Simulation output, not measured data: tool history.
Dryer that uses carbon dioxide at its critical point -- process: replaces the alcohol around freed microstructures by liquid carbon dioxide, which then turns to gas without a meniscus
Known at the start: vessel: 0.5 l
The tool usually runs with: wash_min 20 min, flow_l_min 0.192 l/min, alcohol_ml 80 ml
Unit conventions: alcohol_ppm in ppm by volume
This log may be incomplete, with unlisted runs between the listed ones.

Run 1, day 0: usual settings. Result: alcohol_ppm 536 ppm by volume.
Run 2, day 2.55: usual settings. Result: alcohol_ppm 571 ppm by volume.
Run 3, day 3.971: usual settings. Result: alcohol_ppm 608 ppm by volume.
Run 4, day 6.429: usual settings. Result: alcohol_ppm 656 ppm by volume.
Run 5, day 9.233: usual settings. Result: alcohol_ppm 754 ppm by volume.
At day 10.4: inlet filter changed.
Run 6, day 11.729: usual settings. Result: alcohol_ppm 455 ppm by volume.
Run 7, day 13.179: usual settings. Result: alcohol_ppm 470 ppm by volume.
Run 8, day 15.583: usual settings. Result: alcohol_ppm 533 ppm by volume.
Run 9, day 16.904: usual settings. Result: alcohol_ppm 556 ppm by volume.
Run 10, day 18.429: usual settings. Result: alcohol_ppm 597 ppm by volume.
Run 11, day 20.904: usual settings. Result: alcohol_ppm 653 ppm by volume.
Run 12, day 22.138: usual settings. Result: alcohol_ppm 681 ppm by volume.
Run 13, day 23.517: usual settings but wash_min 21 min, flow_l_min 0.127 l/min. Result: alcohol_ppm 3784 ppm by volume.
Run 14, day 25.304: usual settings but wash_min 21 min, flow_l_min 0.325 l/min, alcohol_ml 37 ml. Result: alcohol_ppm 143 ppm by volume.
At day 25.862: inlet filter changed.
Run 15, day 27.338: usual settings but wash_min 21 min, flow_l_min 0.127 l/min, alcohol_ml 32 ml. Result: alcohol_ppm 1164 ppm by volume.
Run 16, day 29.321: usual settings but flow_l_min 0.15 l/min. Result: alcohol_ppm 1738 ppm by volume.
Run 17, day 31.046: usual settings but flow_l_min 0.15 l/min. Result: alcohol_ppm 1812 ppm by volume.
Run 18, day 33.262: usual settings but wash_min 18 min, flow_l_min 0.292 l/min, alcohol_ml 24 ml. Result: alcohol_ppm 172 ppm by volume.
Run 19, day 35.671: usual settings but wash_min 18 min, flow_l_min 0.292 l/min, alcohol_ml 24 ml. Result: alcohol_ppm 176 ppm by volume.
Run 20, day 37.604: usual settings but wash_min 18 min, flow_l_min 0.292 l/min, alcohol_ml 24 ml. Result: alcohol_ppm 181 ppm by volume.
Run 21, day 40.083: usual settings but wash_min 22 min, flow_l_min 0.121 l/min, alcohol_ml 54 ml. Result: alcohol_ppm 2821 ppm by volume.
Run 22, day 41.221: usual settings but wash_min 13 min, flow_l_min 0.242 l/min. Result: alcohol_ppm 1897 ppm by volume.
At day 41.454: inlet filter changed.
Run 23, day 43.517: usual settings but wash_min 23 min, flow_l_min 0.174 l/min, alcohol_ml 65 ml. Result: alcohol_ppm 408 ppm by volume.
At day 44.821: purifier's bed changed.
Run 24, day 45.608: usual settings but wash_min 23 min, flow_l_min 0.174 l/min, alcohol_ml 65 ml. Result: alcohol_ppm 257 ppm by volume.

Had the tool no unlogged condition, and each run kept its random variation, what would the results have been?
Unlogged tool condition in this case: flow that reaches the vessel past the clogged filter, %; alcohol in the recycled carbon dioxide, ppm; drift of the gauge itself on alcohol_ppm, %.
run  alcohol_ppm
  1          329
  2          316
  3          318
  4          307
  5          314
  6          324
  7          313
  8          326
  9          322
 10          324
 11          315
 12          319
 13         2363
 14           11
 15          950
 16         1362
 17         1334
 18           19
 19           13
 20           14
 21         1649
 22          921
 23          209
 24          204

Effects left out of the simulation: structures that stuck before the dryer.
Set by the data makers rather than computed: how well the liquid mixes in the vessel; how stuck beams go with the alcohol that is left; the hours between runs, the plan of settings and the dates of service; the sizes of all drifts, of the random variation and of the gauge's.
